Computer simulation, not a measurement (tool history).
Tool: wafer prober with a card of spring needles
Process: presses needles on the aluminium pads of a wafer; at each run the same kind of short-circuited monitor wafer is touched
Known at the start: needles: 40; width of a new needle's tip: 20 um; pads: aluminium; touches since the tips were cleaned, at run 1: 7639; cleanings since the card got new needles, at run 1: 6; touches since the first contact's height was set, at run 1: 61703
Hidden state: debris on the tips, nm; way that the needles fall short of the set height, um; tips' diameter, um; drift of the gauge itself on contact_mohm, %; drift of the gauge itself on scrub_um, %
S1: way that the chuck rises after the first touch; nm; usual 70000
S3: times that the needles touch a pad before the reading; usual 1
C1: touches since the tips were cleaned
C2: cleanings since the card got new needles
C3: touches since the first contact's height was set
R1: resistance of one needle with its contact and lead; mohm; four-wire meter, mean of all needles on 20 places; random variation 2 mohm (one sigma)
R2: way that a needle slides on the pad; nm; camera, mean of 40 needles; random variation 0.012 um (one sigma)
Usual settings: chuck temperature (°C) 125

{"run": 1, "day": 0.0, "S1": 70000, "chuck temperature (°C)": 125, "S3": 1, "C1": 7639, "C2": 6, "C3": 61703, "R1": 218, "R2": 8860}
{"day": 0.104, "done": "tips cleaned on abrasive film"}
{"day": 0.983, "done": "tips cleaned on abrasive film"}
{"run": 2, "day": 1.042, "S1": 70000, "chuck temperature (°C)": 125, "S3": 1, "C1": 538, "C2": 8, "C3": 71264, "R1": 217, "R2": 8860}
{"day": 1.858, "done": "tips cleaned on abrasive film"}
{"run": 3, "day": 2.529, "S1": 70000, "chuck temperature (°C)": 50, "S3": 1, "C1": 6183, "C2": 9, "C3": 85013, "R1": 201, "R2": 8860}
{"day": 2.783, "done": "tips cleaned on abrasive film"}
{"day": 3.646, "done": "tips cleaned on abrasive film"}
{"run": 4, "day": 4.254, "S1": 70000, "chuck temperature (°C)": 125, "S3": 1, "C1": 5665, "C2": 11, "C3": 100962, "R1": 218, "R2": 8880}
{"day": 4.512, "done": "tips cleaned on abrasive film"}
{"run": 5, "day": 5.183, "S1": 70000, "chuck temperature (°C)": 125, "S3": 1, "C1": 6221, "C2": 12, "C3": 109519, "R1": 221, "R2": 8890}
{"day": 5.462, "done": "tips cleaned on abrasive film"}
{"run": 6, "day": 5.929, "S1": 70000, "chuck temperature (°C)": 125, "S3": 1, "C1": 4323, "C2": 13, "C3": 116385, "R1": 222, "R2": 8900}
{"day": 6.296, "done": "tips cleaned on abrasive film"}
{"day": 7.162, "done": "tips cleaned on abrasive film"}
{"run": 7, "day": 7.412, "S1": 70000, "chuck temperature (°C)": 125, "S3": 1, "C1": 2307, "C2": 15, "C3": 130066, "R1": 217, "R2": 8890}
{"day": 8.075, "done": "tips cleaned on abrasive film"}
{"run": 8, "day": 8.554, "S1": 70000, "chuck temperature (°C)": 125, "S3": 3, "C1": 4449, "C2": 16, "C3": 140608, "R1": 219, "R2": 8910}
{"day": 8.975, "done": "tips cleaned on abrasive film"}
{"day": 9.812, "done": "tips cleaned on abrasive film"}
{"run": 9, "day": 9.942, "S1": 70000, "chuck temperature (°C)": 125, "S3": 3, "C1": 1178, "C2": 18, "C3": 153380, "R1": 217, "R2": 8930}
{"day": 10.746, "done": "tips cleaned on abrasive film"}
{"run": 10, "day": 10.879, "S1": 70000, "chuck temperature (°C)": 125, "S3": 3, "C1": 1243, "C2": 19, "C3": 162059, "R1": 222, "R2": 8910}
{"day": 11.679, "done": "tips cleaned on abrasive film"}
{"run": 11, "day": 11.917, "S1": 53000, "chuck temperature (°C)": 125, "S3": 1, "C1": 2201, "C2": 20, "C3": 171628, "R1": 226, "R2": 6740}
{"day": 12.608, "done": "tips cleaned on abrasive film"}
{"day": 13.438, "done": "tips cleaned on abrasive film"}
{"run": 12, "day": 13.621, "S1": 52000, "chuck temperature (°C)": 125, "S3": 1, "C1": 1688, "C2": 22, "C3": 187325, "R1": 225, "R2": 6630}
{"day": 14.288, "done": "tips cleaned on abrasive film"}
{"run": 13, "day": 14.379, "S1": 71000, "chuck temperature (°C)": 125, "S3": 1, "C1": 865, "C2": 23, "C3": 194338, "R1": 220, "R2": 9070}
{"day": 15.192, "done": "tips cleaned on abrasive film"}
{"day": 15.842, "done": "gauge calibrated"}
{"run": 14, "day": 15.842, "S1": 70000, "chuck temperature (°C)": 125, "S3": 1, "C1": 6040, "C2": 24, "C3": 207850, "R1": 218, "R2": 8850}
{"day": 16.104, "done": "tips cleaned on abrasive film"}
{"day": 17.033, "done": "tips cleaned on abrasive film"}
{"day": 17.046, "done": "height of the first contact set anew"}
{"run": 15, "day": 17.046, "S1": 70000, "chuck temperature (°C)": 125, "S3": 1, "C1": 7, "C2": 26, "C3": 7, "R1": 219, "R2": 8860}
{"day": 17.983, "done": "tips cleaned on abrasive film"}
{"run": 16, "day": 18.308, "S1": 70000, "chuck temperature (°C)": 34, "S3": 1, "C1": 3018, "C2": 27, "C3": 11674, "R1": 202, "R2": 8870}
{"day": 18.825, "done": "tips cleaned on abrasive film"}
{"day": 19.796, "done": "tips cleaned on abrasive film"}
{"run": 17, "day": 19.8, "S1": 70000, "chuck temperature (°C)": 34, "S3": 1, "C1": 30, "C2": 29, "C3": 25411, "R1": 197, "R2": 8880}
{"day": 20.679, "done": "tips cleaned on abrasive film"}
{"run": 18, "day": 21.404, "S1": 70000, "chuck temperature (°C)": 46, "S3": 2, "C1": 6751, "C2": 30, "C3": 40265, "R1": 202, "R2": 8880}
{"day": 21.542, "done": "tips cleaned on abrasive film"}
{"day": 22.458, "done": "tips cleaned on abrasive film"}
{"run": 19, "day": 22.612, "S1": 70000, "chuck temperature (°C)": 46, "S3": 2, "C1": 1442, "C2": 32, "C3": 51388, "R1": 199, "R2": 8880}
{"day": 23.292, "done": "tips cleaned on abrasive film"}
{"day": 24.171, "done": "tips cleaned on abrasive film"}
{"run": 20, "day": 24.171, "S1": 70000, "chuck temperature (°C)": 46, "S3": 2, "C1": 0, "C2": 34, "C3": 65729, "R1": 201, "R2": 8900}
{"day": 25.038, "done": "tips cleaned on abrasive film"}
{"run": 21, "day": 25.117, "S1": 59000, "chuck temperature (°C)": 125, "S3": 1, "C1": 714, "C2": 35, "C3": 74470, "R1": 222, "R2": 7500}
{"day": 26.017, "done": "tips cleaned on abrasive film"}
{"run": 22, "day": 26.371, "S1": 70000, "chuck temperature (°C)": 125, "S3": 2, "C1": 3291, "C2": 36, "C3": 86065, "R1": 218, "R2": 8890}
{"day": 26.896, "done": "tips cleaned on abrasive film"}
{"day": 27.729, "done": "tips cleaned on abrasive film"}
{"run": 23, "day": 27.729, "S1": 70000, "chuck temperature (°C)": 76, "S3": 2, "C1": 0, "C2": 38, "C3": 98577, "R1": 208, "R2": 8900}
{"day": 28.633, "done": "tips cleaned on abrasive film"}
{"run": 24, "day": 29.012, "S1": 58000, "chuck temperature (°C)": 31, "S3": 2, "C1": 3500, "C2": 39, "C3": 110432, "R1": 200, "R2": 7370}
{"day": 29.529, "done": "tips cleaned on abrasive film"}
{"run": 25, "day": 29.754, "S1": 57000, "chuck temperature (°C)": 125, "S3": 1, "C1": 2097, "C2": 40, "C3": 117258, "R1": 221, "R2": 7280}
{"day": 30.396, "done": "tips cleaned on abrasive film"}
{"run": 26, "day": 30.458, "S1": 54000, "chuck temperature (°C)": 52, "S3": 2, "C1": 545, "C2": 41, "C3": 123740, "R1": 205, "R2": 6870}
{"day": 31.275, "done": "tips cleaned on abrasive film"}
{"run": 27, "day": 31.683, "S1": 52000, "chuck temperature (°C)": 55, "S3": 1, "C1": 3770, "C2": 42, "C3": 135058, "R1": 206, "R2": 6620}
{"day": 32.15, "done": "tips cleaned on abrasive film"}
{"day": 33.004, "done": "tips cleaned on abrasive film"}
{"run": 28, "day": 33.042, "S1": 52000, "chuck temperature (°C)": 55, "S3": 1, "C1": 376, "C2": 44, "C3": 147599, "R1": 205, "R2": 6640}
{"day": 33.875, "done": "tips cleaned on abrasive film"}
{"run": 29, "day": 34.662, "S1": 75000, "chuck temperature (°C)": 45, "S3": 1, "C1": 7330, "C2": 45, "C3": 162584, "R1": 204, "R2": 9600}
{"day": 34.821, "done": "tips cleaned on abrasive film"}
{"day": 35.738, "done": "tips cleaned on abrasive film"}
{"run": 30, "day": 36.062, "S1": 75000, "chuck temperature (°C)": 28, "S3": 1, "C1": 3008, "C2": 47, "C3": 175479, "R1": 194, "R2": 9620}
{"day": 36.575, "done": "tips cleaned on abrasive film"}
{"day": 37.408, "done": "tips cleaned on abrasive film"}
{"run": 31, "day": 37.8, "S1": 70000, "chuck temperature (°C)": 28, "S3": 1, "C1": 3604, "C2": 49, "C3": 191482, "R1": 200, "R2": 8960}
{"day": 38.346, "done": "tips cleaned on abrasive film"}
{"run": 32, "day": 38.796, "S1": 70000, "chuck temperature (°C)": 37, "S3": 1, "C1": 4174, "C2": 50, "C3": 200709, "R1": 199, "R2": 8980}

Forecast each of these 3 alternatives for the next run:
{"day": 39.217, "done": "tips cleaned on abrasive film"}
{"day": 40.121, "done": "tips cleaned on abrasive film"}
{"run": "A", "day": 40.121, "S1": 88000, "chuck temperature (°C)": 37, "S3": 1, "C1": 0, "C2": 52, "C3": 212899, "R1": "?", "R2": "?"}
{"day": 39.217, "done": "tips cleaned on abrasive film"}
{"day": 40.121, "done": "tips cleaned on abrasive film"}
{"run": "B", "day": 40.121, "S1": 70000, "chuck temperature (°C)": 32, "S3": 2, "C1": 0, "C2": 52, "C3": 212899, "R1": "?", "R2": "?"}
{"day": 39.217, "done": "tips cleaned on abrasive film"}
{"day": 40.121, "done": "tips cleaned on abrasive film"}
{"run": "C", "day": 40.121, "S1": 84000, "chuck temperature (°C)": 87, "S3": 2, "C1": 0, "C2": 52, "C3": 212899, "R1": "?", "R2": "?"}

run=A R1=196 R2=11290
run=B R1=200 R2=8980
run=C R1=206 R2=10780
Without the tool's hidden state the same runs would have given:
run=A R1=196 R2=11130
run=B R1=199 R2=8850
run=C R1=206 R2=10630
